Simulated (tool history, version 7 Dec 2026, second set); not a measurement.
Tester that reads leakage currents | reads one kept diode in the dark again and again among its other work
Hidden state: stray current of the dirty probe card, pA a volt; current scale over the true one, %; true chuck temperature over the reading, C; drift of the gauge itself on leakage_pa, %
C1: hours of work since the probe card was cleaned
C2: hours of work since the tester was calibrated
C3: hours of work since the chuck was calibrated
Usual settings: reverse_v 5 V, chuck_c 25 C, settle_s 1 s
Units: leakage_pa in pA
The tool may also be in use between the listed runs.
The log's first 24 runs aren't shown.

{"run": 25, "hour": 2836.3, "reverse_v": 2, "chuck_c": 37, "settle_s": 1.02, "C1": 1684, "C2": 428, "C3": 1237, "leakage_pa": 87.7}
{"run": 26, "hour": 2962.4, "reverse_v": 1.67, "chuck_c": 27, "settle_s": 0.66, "C1": 1745, "C2": 489, "C3": 1299, "leakage_pa": 35.86}
{"run": 27, "hour": 3082.4, "reverse_v": 12.91, "chuck_c": 20, "settle_s": 2.08, "C1": 1804, "C2": 547, "C3": 1357, "leakage_pa": 59.1}
{"run": 28, "hour": 3196.8, "reverse_v": 3.23, "chuck_c": 25, "settle_s": 8.8, "C1": 1859, "C2": 603, "C3": 1413, "leakage_pa": 40.21}
{"hour": 3300.2, "done": "probe card cleaned and baked"}
{"run": 29, "hour": 3304.3, "reverse_v": 5.95, "chuck_c": 51, "settle_s": 2.84, "C1": 2, "C2": 654, "C3": 1463, "leakage_pa": 387.45}
{"run": 30, "hour": 3470.8, "reverse_v": 6.98, "chuck_c": 27, "settle_s": 0.3, "C1": 83, "C2": 735, "C3": 1544, "leakage_pa": 59.29}
{"run": 31, "hour": 3557.7, "reverse_v": 6.98, "chuck_c": 27, "settle_s": 0.3, "C1": 125, "C2": 777, "C3": 1586, "leakage_pa": 58.89}
{"run": 32, "hour": 3632.3, "reverse_v": 6.98, "chuck_c": 27, "settle_s": 0.3, "C1": 161, "C2": 813, "C3": 1623, "leakage_pa": 59.01}
{"run": 33, "hour": 3750.2, "reverse_v": 6.98, "chuck_c": 27, "settle_s": 0.3, "C1": 219, "C2": 870, "C3": 1680, "leakage_pa": 59.14}
{"run": 34, "hour": 3914.3, "reverse_v": 5, "chuck_c": 22, "settle_s": 1, "C1": 298, "C2": 950, "C3": 1760, "leakage_pa": 32.41}
{"run": 35, "hour": 4076.0, "reverse_v": 5, "chuck_c": 22, "settle_s": 1, "C1": 377, "C2": 1028, "C3": 1838, "leakage_pa": 32.44}
{"run": 36, "hour": 4176.5, "reverse_v": 5, "chuck_c": 33, "settle_s": 8.02, "C1": 426, "C2": 1077, "C3": 1887, "leakage_pa": 82.38}
{"run": 37, "hour": 4298.5, "reverse_v": 4.07, "chuck_c": 39, "settle_s": 3.35, "C1": 485, "C2": 1137, "C3": 1946, "leakage_pa": 124.8}
{"run": 38, "hour": 4430.6, "reverse_v": 1.95, "chuck_c": 51, "settle_s": 0.86, "C1": 549, "C2": 1201, "C3": 2010, "leakage_pa": 245.1}
{"run": 39, "hour": 4567.9, "reverse_v": 5.11, "chuck_c": 25, "settle_s": 1.55, "C1": 616, "C2": 1267, "C3": 2077, "leakage_pa": 42.46}

Forecast each of these 4 alternatives for the next run:
{"hour": 4614.5, "done": "chuck's temperature calibrated"}
{"run": "A", "hour": 4739.6, "reverse_v": 14.75, "chuck_c": 56, "settle_s": 1.54, "C1": 698, "C2": 1350, "C3": 61, "leakage_pa": "?"}
{"hour": 4614.5, "done": "chuck's temperature calibrated"}
{"run": "B", "hour": 4739.6, "reverse_v": 1.27, "chuck_c": 33, "settle_s": 0.42, "C1": 698, "C2": 1350, "C3": 61, "leakage_pa": "?"}
{"hour": 4614.5, "done": "chuck's temperature calibrated"}
{"run": "C", "hour": 4739.6, "reverse_v": 5, "chuck_c": 43, "settle_s": 1, "C1": 698, "C2": 1350, "C3": 61, "leakage_pa": "?"}
{"hour": 4614.5, "done": "chuck's temperature calibrated"}
{"run": "D", "hour": 4739.6, "reverse_v": 6.62, "chuck_c": 23, "settle_s": 0.98, "C1": 698, "C2": 1350, "C3": 61, "leakage_pa": "?"}

run=A leakage_pa=887.57
run=B leakage_pa=57.38
run=C leakage_pa=217.21
run=D leakage_pa=47.43
Without the tool's hidden state the same runs would have given:
run=A leakage_pa=886
run=B leakage_pa=57.11
run=C leakage_pa=216.05
run=D leakage_pa=43.93
